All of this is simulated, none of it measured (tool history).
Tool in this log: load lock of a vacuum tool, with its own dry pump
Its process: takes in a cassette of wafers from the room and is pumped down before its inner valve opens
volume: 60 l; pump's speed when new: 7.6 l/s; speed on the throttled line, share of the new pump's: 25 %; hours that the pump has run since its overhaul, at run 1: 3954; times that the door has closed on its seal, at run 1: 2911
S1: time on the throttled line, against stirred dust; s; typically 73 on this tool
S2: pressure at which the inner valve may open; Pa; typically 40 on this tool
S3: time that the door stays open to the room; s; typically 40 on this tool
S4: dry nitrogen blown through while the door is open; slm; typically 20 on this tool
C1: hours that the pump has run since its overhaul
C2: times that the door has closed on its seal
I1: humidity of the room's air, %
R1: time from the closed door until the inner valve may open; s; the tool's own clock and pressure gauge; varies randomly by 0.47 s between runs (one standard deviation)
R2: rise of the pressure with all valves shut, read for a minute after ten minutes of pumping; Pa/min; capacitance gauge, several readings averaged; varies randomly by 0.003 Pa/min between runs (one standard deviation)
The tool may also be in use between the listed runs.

run,day,S1,S2,S3,S4,C1,C2,I1,R1,R2
1,0.000,73,40,40,20,3954,2911,41.3,117.4,0.034
2,6.142,73,40,40,20,4102,3118,45.6,118.0,0.040
3,11.221,73,40,40,20,4224,3290,42.7,117.4,0.039
4,15.479,73,40,40,20,4326,3434,46.7,117.5,0.045
5,19.933,73,40,126,20,4433,3584,45.2,118.0,0.057
6,23.792,73,40,126,20,4525,3714,43.6,117.9,0.062
7,29.412,73,40,126,20,4660,3904,44.6,118.2,0.059
8,32.746,73,40,126,20,4740,4017,46.0,118.0,0.062
9,38.625,73,40,126,20,4881,4215,45.2,118.1,0.061
10,45.104,73,40,126,20,5037,4434,48.0,117.4,0.065
11,50.775,73,40,126,20,5173,4625,45.4,117.6,0.065
12,54.562,73,40,126,20,5264,4753,45.1,117.7,0.061
13,58.962,118,40,126,20,5370,4902,45.9,151.3,0.064
14,63.850,118,40,126,20,5487,5067,41.2,150.5,0.063
15,66.575,118,40,126,20,5552,5159,44.0,150.5,0.063
16,72.117,118,40,126,20,5685,5346,43.6,150.9,0.056
17,76.621,73,40,40,20,5793,5498,44.9,118.6,0.047
18,80.288,73,70,40,20,5881,5622,44.4,113.4,0.045
19,86.388,73,40,40,20,6028,5827,44.6,117.8,0.045
20,92.638,73,40,40,20,6178,6038,44.6,117.8,0.046
21,97.617,73,72,40,9,6297,6206,46.9,113.0,0.063
22,100.717,73,72,40,9,6372,6311,45.2,112.9,0.059

Run 23, settings as shown, results not yet in. Your forecast:
23,104.217,73,72,40,13,6456,6429,43.4,?,?

{"run 23": {"R1": 113.8, "R2": 0.053}}
Minus the tool's unlogged condition, the same run would have read R1 112.1 s, R2 0.041 Pa/min.

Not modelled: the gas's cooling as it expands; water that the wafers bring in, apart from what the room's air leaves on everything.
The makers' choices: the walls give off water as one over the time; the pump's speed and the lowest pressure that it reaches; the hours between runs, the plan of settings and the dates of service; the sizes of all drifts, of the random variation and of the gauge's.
